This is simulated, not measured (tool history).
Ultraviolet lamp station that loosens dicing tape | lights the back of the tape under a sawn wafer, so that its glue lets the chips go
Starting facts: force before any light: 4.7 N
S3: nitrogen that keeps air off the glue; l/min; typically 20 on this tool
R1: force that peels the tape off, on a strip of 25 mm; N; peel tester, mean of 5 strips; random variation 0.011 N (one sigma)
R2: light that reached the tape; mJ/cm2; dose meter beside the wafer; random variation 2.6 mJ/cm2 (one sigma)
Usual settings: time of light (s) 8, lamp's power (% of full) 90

{"run": 1, "hour": 0.0, "time of light (s)": 8, "lamp's power (% of full)": 90, "S3": 20, "R1": 0.543, "R2": 315}
{"run": 2, "hour": 44.5, "time of light (s)": 8, "lamp's power (% of full)": 71, "S3": 20, "R1": 0.825, "R2": 245}
{"run": 3, "hour": 91.1, "time of light (s)": 8, "lamp's power (% of full)": 71, "S3": 20, "R1": 0.813, "R2": 245}
{"run": 4, "hour": 114.1, "time of light (s)": 8, "lamp's power (% of full)": 90, "S3": 20, "R1": 0.532, "R2": 306}
{"run": 5, "hour": 138.7, "time of light (s)": 8, "lamp's power (% of full)": 90, "S3": 20, "R1": 0.526, "R2": 305}
{"run": 6, "hour": 173.1, "time of light (s)": 8, "lamp's power (% of full)": 95, "S3": 20, "R1": 0.485, "R2": 324}
{"run": 7, "hour": 219.0, "time of light (s)": 8, "lamp's power (% of full)": 90, "S3": 20, "R1": 0.555, "R2": 302}
{"run": 8, "hour": 246.4, "time of light (s)": 8, "lamp's power (% of full)": 90, "S3": 20, "R1": 0.566, "R2": 304}
{"run": 9, "hour": 292.9, "time of light (s)": 8, "lamp's power (% of full)": 90, "S3": 20, "R1": 0.575, "R2": 299}
{"run": 10, "hour": 324.5, "time of light (s)": 5, "lamp's power (% of full)": 90, "S3": 20, "R1": 1.232, "R2": 183}
{"run": 11, "hour": 345.1, "time of light (s)": 8, "lamp's power (% of full)": 90, "S3": 20, "R1": 0.57, "R2": 295}
{"run": 12, "hour": 383.2, "time of light (s)": 8, "lamp's power (% of full)": 90, "S3": 20, "R1": 0.594, "R2": 295}
{"run": 13, "hour": 418.2, "time of light (s)": 8, "lamp's power (% of full)": 90, "S3": 20, "R1": 0.591, "R2": 291}
{"run": 14, "hour": 443.9, "time of light (s)": 8, "lamp's power (% of full)": 90, "S3": 19, "R1": 0.61, "R2": 293}
{"run": 15, "hour": 467.3, "time of light (s)": 8, "lamp's power (% of full)": 90, "S3": 19, "R1": 0.639, "R2": 292}
{"run": 16, "hour": 511.8, "time of light (s)": 8, "lamp's power (% of full)": 90, "S3": 19, "R1": 0.64, "R2": 288}
{"run": 17, "hour": 553.3, "time of light (s)": 8, "lamp's power (% of full)": 90, "S3": 29, "R1": 0.513, "R2": 286}
{"run": 18, "hour": 582.6, "time of light (s)": 8, "lamp's power (% of full)": 90, "S3": 29, "R1": 0.501, "R2": 283}
{"run": 19, "hour": 608.7, "time of light (s)": 8, "lamp's power (% of full)": 90, "S3": 29, "R1": 0.488, "R2": 286}
{"run": 20, "hour": 638.7, "time of light (s)": 8, "lamp's power (% of full)": 72, "S3": 12, "R1": 1.187, "R2": 226}
{"run": 21, "hour": 678.1, "time of light (s)": 13, "lamp's power (% of full)": 90, "S3": 10, "R1": 0.432, "R2": 459}
{"run": 22, "hour": 714.8, "time of light (s)": 13, "lamp's power (% of full)": 90, "S3": 40, "R1": 0.182, "R2": 457}
{"run": 23, "hour": 763.6, "time of light (s)": 13, "lamp's power (% of full)": 90, "S3": 40, "R1": 0.175, "R2": 448}
{"run": 24, "hour": 790.9, "time of light (s)": 8, "lamp's power (% of full)": 90, "S3": 8, "R1": 1.118, "R2": 272}
{"hour": 826.1, "done": "window cleaned of glue's vapour"}
{"run": 25, "hour": 826.1, "time of light (s)": 8, "lamp's power (% of full)": 90, "S3": 8, "R1": 1.032, "R2": 294}
{"run": 26, "hour": 848.9, "time of light (s)": 7, "lamp's power (% of full)": 65, "S3": 7, "R1": 1.85, "R2": 186}
{"run": 27, "hour": 870.0, "time of light (s)": 7, "lamp's power (% of full)": 94, "S3": 7, "R1": 1.284, "R2": 268}
{"run": 28, "hour": 901.9, "time of light (s)": 5, "lamp's power (% of full)": 74, "S3": 15, "R1": 1.727, "R2": 150}
{"run": 29, "hour": 930.3, "time of light (s)": 8, "lamp's power (% of full)": 90, "S3": 17, "R1": 0.695, "R2": 290}
{"run": 30, "hour": 974.1, "time of light (s)": 8, "lamp's power (% of full)": 90, "S3": 17, "R1": 0.671, "R2": 291}
{"run": 31, "hour": 1003.3, "time of light (s)": 12, "lamp's power (% of full)": 90, "S3": 22, "R1": 0.274, "R2": 430}
{"run": 32, "hour": 1043.5, "time of light (s)": 12, "lamp's power (% of full)": 90, "S3": 22, "R1": 0.281, "R2": 431}
{"run": 33, "hour": 1072.8, "time of light (s)": 8, "lamp's power (% of full)": 62, "S3": 9, "R1": 1.677, "R2": 193}

Measured less the same run without the tool's hidden state. The same run-to-run variation is in both; the gauge's scatter may not be:
The tool's hidden condition here consists of: lamp's light, % of a new lamp's; light that the window lets through, % of a clean one's; drift of the gauge itself on peel_n, %; drift of the gauge itself on dose_mj_cm2, %.
run=1 R1=+0.060 R2=-21
run=2 R1=+0.089 R2=-18
run=3 R1=+0.098 R2=-19
run=4 R1=+0.075 R2=-26
run=5 R1=+0.078 R2=-27
run=6 R1=+0.078 R2=-30
run=7 R1=+0.094 R2=-31
run=8 R1=+0.100 R2=-33
run=9 R1=+0.109 R2=-34
run=10 R1=+0.178 R2=-23
run=11 R1=+0.113 R2=-37
run=12 R1=+0.123 R2=-39
run=13 R1=+0.128 R2=-41
run=14 R1=+0.135 R2=-42
run=15 R1=+0.144 R2=-43
run=16 R1=+0.149 R2=-45
run=17 R1=+0.129 R2=-48
run=18 R1=+0.131 R2=-48
run=19 R1=+0.132 R2=-50
run=20 R1=+0.245 R2=-41
run=21 R1=+0.123 R2=-87
run=22 R1=+0.032 R2=-89
run=23 R1=+0.035 R2=-93
run=24 R1=+0.273 R2=-57
run=25 R1=+0.173 R2=-39
run=26 R1=+0.212 R2=-25
run=27 R1=+0.204 R2=-37
run=28 R1=+0.228 R2=-22
run=29 R1=+0.154 R2=-43
run=30 R1=+0.158 R2=-46
run=31 R1=+0.064 R2=-71
run=32 R1=+0.068 R2=-75
run=33 R1=+0.281 R2=-35
